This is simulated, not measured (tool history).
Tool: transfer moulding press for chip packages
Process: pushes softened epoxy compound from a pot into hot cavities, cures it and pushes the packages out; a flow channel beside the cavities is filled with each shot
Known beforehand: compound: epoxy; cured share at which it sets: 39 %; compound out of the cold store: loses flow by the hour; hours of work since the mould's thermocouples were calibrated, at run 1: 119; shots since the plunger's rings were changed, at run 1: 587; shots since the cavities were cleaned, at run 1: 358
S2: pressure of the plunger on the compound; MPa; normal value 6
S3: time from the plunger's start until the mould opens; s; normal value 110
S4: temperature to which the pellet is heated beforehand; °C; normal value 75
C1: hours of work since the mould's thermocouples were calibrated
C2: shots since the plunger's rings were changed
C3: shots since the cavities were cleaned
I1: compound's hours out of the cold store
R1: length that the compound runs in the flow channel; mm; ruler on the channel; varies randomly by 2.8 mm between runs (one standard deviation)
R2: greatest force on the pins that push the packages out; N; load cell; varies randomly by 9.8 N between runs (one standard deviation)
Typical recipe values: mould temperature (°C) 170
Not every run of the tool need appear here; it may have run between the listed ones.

{"run": 1, "day": 0.0, "mould temperature (°C)": 170, "S2": 6, "S3": 110, "S4": 75, "C1": 119, "C2": 587, "C3": 358, "I1": 26, "R1": 828, "R2": 729}
{"run": 2, "day": 0.958, "mould temperature (°C)": 170, "S2": 6, "S3": 110, "S4": 75, "C1": 128, "C2": 756, "C3": 527, "I1": 12.1, "R1": 851, "R2": 786}
{"run": 3, "day": 2.238, "mould temperature (°C)": 170, "S2": 6, "S3": 110, "S4": 75, "C1": 141, "C2": 983, "C3": 754, "I1": 21.1, "R1": 832, "R2": 873}
{"run": 4, "day": 2.958, "mould temperature (°C)": 170, "S2": 6, "S3": 110, "S4": 75, "C1": 148, "C2": 1110, "C3": 881, "I1": 44.5, "R1": 797, "R2": 906}
{"day": 3.275, "done": "cavities cleaned with cleaning compound and waxed"}
{"run": 5, "day": 4.65, "mould temperature (°C)": 170, "S2": 6, "S3": 110, "S4": 75, "C1": 164, "C2": 1398, "C3": 243, "I1": 17.1, "R1": 831, "R2": 634}
{"run": 6, "day": 5.542, "mould temperature (°C)": 170, "S2": 6, "S3": 110, "S4": 75, "C1": 172, "C2": 1555, "C3": 400, "I1": 20.7, "R1": 827, "R2": 778}
{"run": 7, "day": 6.775, "mould temperature (°C)": 170, "S2": 6, "S3": 110, "S4": 75, "C1": 185, "C2": 1773, "C3": 618, "I1": 41.7, "R1": 794, "R2": 818}
{"day": 8.521, "done": "cavities cleaned with cleaning compound and waxed"}
{"run": 8, "day": 8.521, "mould temperature (°C)": 170, "S2": 6, "S3": 110, "S4": 75, "C1": 201, "C2": 2071, "C3": 0, "I1": 8.2, "R1": 839, "R2": 460}
{"run": 9, "day": 9.404, "mould temperature (°C)": 170, "S2": 6, "S3": 110, "S4": 75, "C1": 210, "C2": 2227, "C3": 156, "I1": 14.5, "R1": 830, "R2": 581}
{"run": 10, "day": 11.1, "mould temperature (°C)": 170, "S2": 6, "S3": 110, "S4": 75, "C1": 227, "C2": 2527, "C3": 456, "I1": 13.4, "R1": 835, "R2": 779}
{"run": 11, "day": 11.979, "mould temperature (°C)": 164, "S2": 6, "S3": 110, "S4": 75, "C1": 235, "C2": 2682, "C3": 611, "I1": 29.7, "R1": 841, "R2": 1245}
{"run": 12, "day": 13.258, "mould temperature (°C)": 164, "S2": 6, "S3": 110, "S4": 75, "C1": 248, "C2": 2908, "C3": 837, "I1": 38, "R1": 823, "R2": 1334}
{"day": 13.804, "done": "cavities cleaned with cleaning compound and waxed"}
{"run": 13, "day": 14.808, "mould temperature (°C)": 172, "S2": 6, "S3": 110, "S4": 75, "C1": 262, "C2": 3171, "C3": 177, "I1": 41.7, "R1": 774, "R2": 559}
{"day": 15.896, "done": "plunger's sealing rings changed"}
{"run": 14, "day": 16.154, "mould temperature (°C)": 170, "S2": 4.81, "S3": 110, "S4": 75, "C1": 275, "C2": 46, "C3": 397, "I1": 45.6, "R1": 719, "R2": 748}
{"run": 15, "day": 16.933, "mould temperature (°C)": 175, "S2": 4.81, "S3": 132, "S4": 75, "C1": 282, "C2": 183, "C3": 534, "I1": 41.8, "R1": 706, "R2": 695}
{"run": 16, "day": 18.442, "mould temperature (°C)": 175, "S2": 4.81, "S3": 132, "S4": 75, "C1": 297, "C2": 450, "C3": 801, "I1": 36, "R1": 709, "R2": 783}
{"day": 19.242, "done": "cavities cleaned with cleaning compound and waxed"}
{"run": 17, "day": 19.279, "mould temperature (°C)": 175, "S2": 6.09, "S3": 146, "S4": 75, "C1": 305, "C2": 587, "C3": 7, "I1": 28.2, "R1": 810, "R2": 407}
{"run": 18, "day": 20.525, "mould temperature (°C)": 175, "S2": 6.09, "S3": 146, "S4": 75, "C1": 317, "C2": 807, "C3": 227, "I1": 15.2, "R1": 827, "R2": 557}
{"run": 19, "day": 21.525, "mould temperature (°C)": 162, "S2": 6.34, "S3": 110, "S4": 75, "C1": 327, "C2": 984, "C3": 404, "I1": 44.5, "R1": 869, "R2": 1277}
{"run": 20, "day": 22.5, "mould temperature (°C)": 170, "S2": 6, "S3": 133, "S4": 75, "C1": 336, "C2": 1156, "C3": 576, "I1": 23, "R1": 829, "R2": 722}
{"run": 21, "day": 23.808, "mould temperature (°C)": 171, "S2": 6.7, "S3": 110, "S4": 82, "C1": 349, "C2": 1388, "C3": 808, "I1": 11.2, "R1": 886, "R2": 914}
{"day": 24.592, "done": "cavities cleaned with cleaning compound and waxed"}
{"run": 22, "day": 25.046, "mould temperature (°C)": 170, "S2": 5.79, "S3": 110, "S4": 75, "C1": 361, "C2": 1595, "C3": 81, "I1": 25.8, "R1": 805, "R2": 533}
{"run": 23, "day": 25.85, "mould temperature (°C)": 164, "S2": 5.79, "S3": 110, "S4": 68, "C1": 369, "C2": 1737, "C3": 223, "I1": 31.6, "R1": 831, "R2": 963}
{"run": 24, "day": 27.475, "mould temperature (°C)": 164, "S2": 5.79, "S3": 110, "S4": 68, "C1": 385, "C2": 2024, "C3": 510, "I1": 44.2, "R1": 809, "R2": 1157}
{"run": 25, "day": 28.521, "mould temperature (°C)": 174, "S2": 5.47, "S3": 117, "S4": 77, "C1": 395, "C2": 2209, "C3": 695, "I1": 28.9, "R1": 758, "R2": 736}
{"day": 29.912, "done": "cavities cleaned with cleaning compound and waxed"}
{"run": 26, "day": 30.138, "mould temperature (°C)": 169, "S2": 6, "S3": 119, "S4": 78, "C1": 410, "C2": 2484, "C3": 40, "I1": 38.1, "R1": 805, "R2": 471}
{"run": 27, "day": 31.025, "mould temperature (°C)": 175, "S2": 5.15, "S3": 95, "S4": 68, "C1": 419, "C2": 2641, "C3": 197, "I1": 39.2, "R1": 713, "R2": 597}
{"run": 28, "day": 32.712, "mould temperature (°C)": 175, "S2": 5.15, "S3": 95, "S4": 68, "C1": 435, "C2": 2939, "C3": 495, "I1": 22, "R1": 732, "R2": 757}

3 ways to go on from here, each from the tool as it stands after run 28. What would each give?
{"run": "A", "day": 33.429, "mould temperature (°C)": 163, "S2": 5.47, "S3": 110, "S4": 79, "C1": 442, "C2": 3066, "C3": 622, "I1": 19.4, "R1": "?", "R2": "?"}
{"run": "B", "day": 33.429, "mould temperature (°C)": 172, "S2": 5.18, "S3": 119, "S4": 68, "C1": 442, "C2": 3066, "C3": 622, "I1": 25.6, "R1": "?", "R2": "?"}
{"run": "C", "day": 33.429, "mould temperature (°C)": 175, "S2": 5.24, "S3": 112, "S4": 75, "C1": 442, "C2": 3066, "C3": 622, "I1": 17.4, "R1": "?", "R2": "?"}

run=A R1=823 R2=1418
run=B R1=743 R2=744
run=C R1=747 R2=729
The same runs, with their run-to-run variation unchanged, on a tool lacking any hidden condition would have given:
run=A R1=844 R2=713
run=B R1=764 R2=405
run=C R1=768 R2=396
